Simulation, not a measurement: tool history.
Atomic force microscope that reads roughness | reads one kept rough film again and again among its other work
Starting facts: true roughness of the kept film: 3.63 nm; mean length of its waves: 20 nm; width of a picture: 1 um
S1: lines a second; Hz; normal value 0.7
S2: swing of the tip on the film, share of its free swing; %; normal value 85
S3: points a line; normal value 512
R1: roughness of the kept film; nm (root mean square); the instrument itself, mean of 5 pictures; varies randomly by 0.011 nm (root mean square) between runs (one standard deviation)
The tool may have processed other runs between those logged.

{"run": 1, "hour": 0.0, "S1": 0.7, "S2": 85, "S3": 512, "R1": 1.988}
{"run": 2, "hour": 47.2, "S1": 0.7, "S2": 85, "S3": 512, "R1": 1.872}
{"run": 3, "hour": 104.7, "S1": 0.7, "S2": 85, "S3": 512, "R1": 1.728}
{"run": 4, "hour": 137.6, "S1": 0.7, "S2": 82, "S3": 512, "R1": 1.664}
{"run": 5, "hour": 188.5, "S1": 0.7, "S2": 82, "S3": 512, "R1": 1.552}
{"hour": 199.2, "done": "new tip fitted"}
{"run": 6, "hour": 264.1, "S1": 0.7, "S2": 85, "S3": 332, "R1": 2.163}
{"run": 7, "hour": 342.6, "S1": 0.7, "S2": 85, "S3": 332, "R1": 1.903}
{"run": 8, "hour": 376.6, "S1": 0.7, "S2": 86, "S3": 512, "R1": 1.811}
{"run": 9, "hour": 412.6, "S1": 0.7, "S2": 86, "S3": 512, "R1": 1.729}
{"run": 10, "hour": 469.6, "S1": 0.7, "S2": 85, "S3": 880, "R1": 1.625}
{"hour": 520.4, "done": "new tip fitted"}
{"run": 11, "hour": 532.4, "S1": 0.526, "S2": 70, "S3": 1014, "R1": 2.587}
{"run": 12, "hour": 590.6, "S1": 0.7, "S2": 59, "S3": 512, "R1": 2.327}
{"run": 13, "hour": 624.6, "S1": 0.891, "S2": 85, "S3": 969, "R1": 2.015}
{"run": 14, "hour": 667.2, "S1": 2.095, "S2": 76, "S3": 366, "R1": 1.758}
{"run": 15, "hour": 742.5, "S1": 0.7, "S2": 68, "S3": 986, "R1": 1.805}
{"run": 16, "hour": 815.6, "S1": 0.7, "S2": 68, "S3": 986, "R1": 1.651}

Branching from run 16: 4 alternative next runs. What would each branch give?
{"hour": 841.3, "done": "new tip fitted"}
{"run": "A", "hour": 876.6, "S1": 0.7, "S2": 85, "S3": 529, "R1": "?"}
{"hour": 841.3, "done": "new tip fitted"}
{"run": "B", "hour": 876.6, "S1": 0.697, "S2": 74, "S3": 296, "R1": "?"}
{"hour": 841.3, "done": "new tip fitted"}
{"run": "C", "hour": 876.6, "S1": 0.865, "S2": 85, "S3": 512, "R1": "?"}
{"hour": 841.3, "done": "new tip fitted"}
{"run": "D", "hour": 876.6, "S1": 1.099, "S2": 75, "S3": 986, "R1": "?"}

run=A R1=2.305
run=B R1=2.341
run=C R1=2.269
run=D R1=2.334
What these runs would have given with no unlogged condition in the tool:
run=A R1=2.433
run=B R1=2.471
run=C R1=2.395
run=D R1=2.465
